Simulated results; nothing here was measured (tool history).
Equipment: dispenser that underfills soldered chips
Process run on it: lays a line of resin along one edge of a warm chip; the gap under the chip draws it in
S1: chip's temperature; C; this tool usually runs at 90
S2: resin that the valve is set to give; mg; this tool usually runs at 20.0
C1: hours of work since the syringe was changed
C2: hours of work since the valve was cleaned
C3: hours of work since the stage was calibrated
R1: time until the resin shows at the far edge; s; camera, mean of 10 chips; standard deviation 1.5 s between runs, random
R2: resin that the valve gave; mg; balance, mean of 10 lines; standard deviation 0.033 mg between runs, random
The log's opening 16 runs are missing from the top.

-- hour=183.4 new syringe of resin
run 17 hour=193.0 | S1=90 S2=20.0 | C1=6 C2=42 C3=472 | R1=215.5 R2=19.60
-- hour=202.2 new syringe of resin
run 18 hour=203.9 | S1=92 S2=21.2 | C1=1 C2=48 C3=478 | R1=149.8 R2=20.70
run 19 hour=213.4 | S1=92 S2=21.2 | C1=7 C2=54 C3=484 | R1=205.8 R2=20.60
-- hour=219.9 dispensing valve cleaned and set on the balance
-- hour=222.7 new syringe of resin
run 20 hour=230.2 | S1=102 S2=22.8 | C1=5 C2=6 C3=493 | R1=112.1 R2=22.68
-- hour=241.6 new syringe of resin
run 21 hour=243.9 | S1=76 S2=23.2 | C1=1 C2=14 C3=501 | R1=322.3 R2=23.04
run 22 hour=256.9 | S1=76 S2=23.2 | C1=9 C2=22 C3=509 | R1=491.2 R2=22.96
-- hour=260.9 new syringe of resin
run 23 hour=270.8 | S1=82 S2=22.0 | C1=6 C2=30 C3=518 | R1=306.8 R2=21.67
run 24 hour=277.6 | S1=82 S2=17.1 | C1=10 C2=35 C3=522 | R1=409.8 R2=16.77
-- hour=280.1 new syringe of resin
run 25 hour=285.7 | S1=78 S2=23.4 | C1=3 C2=39 C3=527 | R1=325.2 R2=22.89
run 26 hour=298.3 | S1=78 S2=23.4 | C1=11 C2=47 C3=534 | R1=494.9 R2=22.79
-- hour=299.8 new syringe of resin
run 27 hour=311.1 | S1=90 S2=25.5 | C1=7 C2=55 C3=542 | R1=225.3 R2=24.76
-- hour=316.6 dispensing valve cleaned and set on the balance
-- hour=320.1 new syringe of resin
run 28 hour=323.8 | S1=96 S2=20.8 | C1=2 C2=4 C3=549 | R1=133.9 R2=20.75
-- hour=338.8 new syringe of resin
run 29 hour=338.8 | S1=94 S2=23.7 | C1=0 C2=13 C3=558 | R1=129.4 R2=23.44
run 30 hour=347.8 | S1=104 S2=18.6 | C1=5 C2=19 C3=563 | R1=112.3 R2=18.37
run 31 hour=357.0 | S1=84 S2=23.5 | C1=11 C2=24 C3=569 | R1=378.5 R2=23.16
-- hour=358.4 new syringe of resin
run 32 hour=369.9 | S1=84 S2=19.6 | C1=7 C2=32 C3=577 | R1=306.0 R2=19.25
-- hour=377.5 new syringe of resin
run 33 hour=385.6 | S1=84 S2=19.6 | C1=5 C2=41 C3=586 | R1=278.8 R2=19.18
run 34 hour=392.4 | S1=99 S2=18.9 | C1=9 C2=45 C3=590 | R1=169.5 R2=18.38

Predict each of these 5 candidate next runs independently; none follows another, all start after run 34:
-- hour=396.9 new syringe of resin
run A hour=407.5 | S1=83 S2=21.3 | C1=7 C2=55 C3=599 | R1=? R2=?
-- hour=396.9 new syringe of resin
run B hour=407.5 | S1=79 S2=18.5 | C1=7 C2=55 C3=599 | R1=? R2=?
-- hour=396.9 new syringe of resin
run C hour=407.5 | S1=90 S2=22.7 | C1=7 C2=55 C3=599 | R1=? R2=?
-- hour=396.9 new syringe of resin
run D hour=407.5 | S1=91 S2=21.9 | C1=7 C2=55 C3=599 | R1=? R2=?
-- hour=396.9 new syringe of resin
run E hour=407.5 | S1=89 S2=20.0 | C1=7 C2=55 C3=599 | R1=? R2=?

run=A R1=315.4 R2=20.63
run=B R1=381.8 R2=17.90
run=C R1=216.8 R2=21.95
run=D R1=206.7 R2=21.24
run=E R1=230.4 R2=19.33
With no hidden state in the tool, these same runs would have given:
run=A R1=201.2 R2=21.30
run=B R1=242.0 R2=18.48
run=C R1=138.8 R2=22.65
run=D R1=132.4 R2=21.93
run=E R1=147.0 R2=19.96
